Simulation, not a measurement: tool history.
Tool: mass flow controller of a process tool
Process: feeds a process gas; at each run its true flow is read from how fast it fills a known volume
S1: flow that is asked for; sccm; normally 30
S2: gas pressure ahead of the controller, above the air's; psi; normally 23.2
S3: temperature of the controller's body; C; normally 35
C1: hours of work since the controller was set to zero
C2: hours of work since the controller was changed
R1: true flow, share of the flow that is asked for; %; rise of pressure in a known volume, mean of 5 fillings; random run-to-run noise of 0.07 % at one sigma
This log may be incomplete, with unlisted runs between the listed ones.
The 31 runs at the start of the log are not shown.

{"run": 32, "hour": 2846.7, "S1": 56, "S2": 23.2, "S3": 28, "C1": 1903, "C2": 1903, "R1": 99.38}
{"run": 33, "hour": 2954.4, "S1": 15, "S2": 24.9, "S3": 31, "C1": 1959, "C2": 1959, "R1": 99.35}
{"run": 34, "hour": 3036.2, "S1": 15, "S2": 24.9, "S3": 31, "C1": 2003, "C2": 2003, "R1": 99.41}
{"run": 35, "hour": 3146.6, "S1": 78, "S2": 36, "S3": 31, "C1": 2061, "C2": 2061, "R1": 100.1}
{"run": 36, "hour": 3206.6, "S1": 22, "S2": 23.2, "S3": 35, "C1": 2092, "C2": 2092, "R1": 98.86}
{"run": 37, "hour": 3303.1, "S1": 30, "S2": 23.2, "S3": 25, "C1": 2143, "C2": 2143, "R1": 99.56}
{"run": 38, "hour": 3386.7, "S1": 30, "S2": 23.2, "S3": 21, "C1": 2187, "C2": 2187, "R1": 99.82}
{"run": 39, "hour": 3474.7, "S1": 30, "S2": 23.2, "S3": 21, "C1": 2234, "C2": 2234, "R1": 99.93}
{"run": 40, "hour": 3580.7, "S1": 30, "S2": 23.2, "S3": 21, "C1": 2290, "C2": 2290, "R1": 99.83}
{"run": 41, "hour": 3641.7, "S1": 25, "S2": 22.2, "S3": 35, "C1": 2322, "C2": 2322, "R1": 98.72}
{"run": 42, "hour": 3707.7, "S1": 30, "S2": 29.9, "S3": 20, "C1": 2357, "C2": 2357, "R1": 100.06}
{"run": 43, "hour": 3767.2, "S1": 30, "S2": 29.9, "S3": 20, "C1": 2388, "C2": 2388, "R1": 100.1}
{"run": 44, "hour": 3862.8, "S1": 30, "S2": 29.9, "S3": 20, "C1": 2439, "C2": 2439, "R1": 100.06}
{"run": 45, "hour": 3971.1, "S1": 80, "S2": 29.9, "S3": 20, "C1": 2496, "C2": 2496, "R1": 101.05}
{"run": 46, "hour": 4058.4, "S1": 80, "S2": 29.9, "S3": 20, "C1": 2542, "C2": 2542, "R1": 100.92}
{"run": 47, "hour": 4144.2, "S1": 12, "S2": 27.7, "S3": 23, "C1": 2587, "C2": 2587, "R1": 100.91}
{"run": 48, "hour": 4215.7, "S1": 24, "S2": 33.6, "S3": 23, "C1": 2625, "C2": 2625, "R1": 100.11}

Forecast each of these 3 alternatives for the next run:
{"run": "A", "hour": 4288.0, "S1": 32, "S2": 23.2, "S3": 20, "C1": 2663, "C2": 2663, "R1": "?"}
{"run": "B", "hour": 4288.0, "S1": 18, "S2": 23.8, "S3": 23, "C1": 2663, "C2": 2663, "R1": "?"}
{"run": "C", "hour": 4288.0, "S1": 54, "S2": 34.1, "S3": 21, "C1": 2663, "C2": 2663, "R1": "?"}

run=A R1=100.01
run=B R1=100.35
run=C R1=100.42
With the hidden condition removed and each run's random variation left untouched, the same runs would have given:
run=A R1=98.24
run=B R1=97.79
run=C R1=99.06

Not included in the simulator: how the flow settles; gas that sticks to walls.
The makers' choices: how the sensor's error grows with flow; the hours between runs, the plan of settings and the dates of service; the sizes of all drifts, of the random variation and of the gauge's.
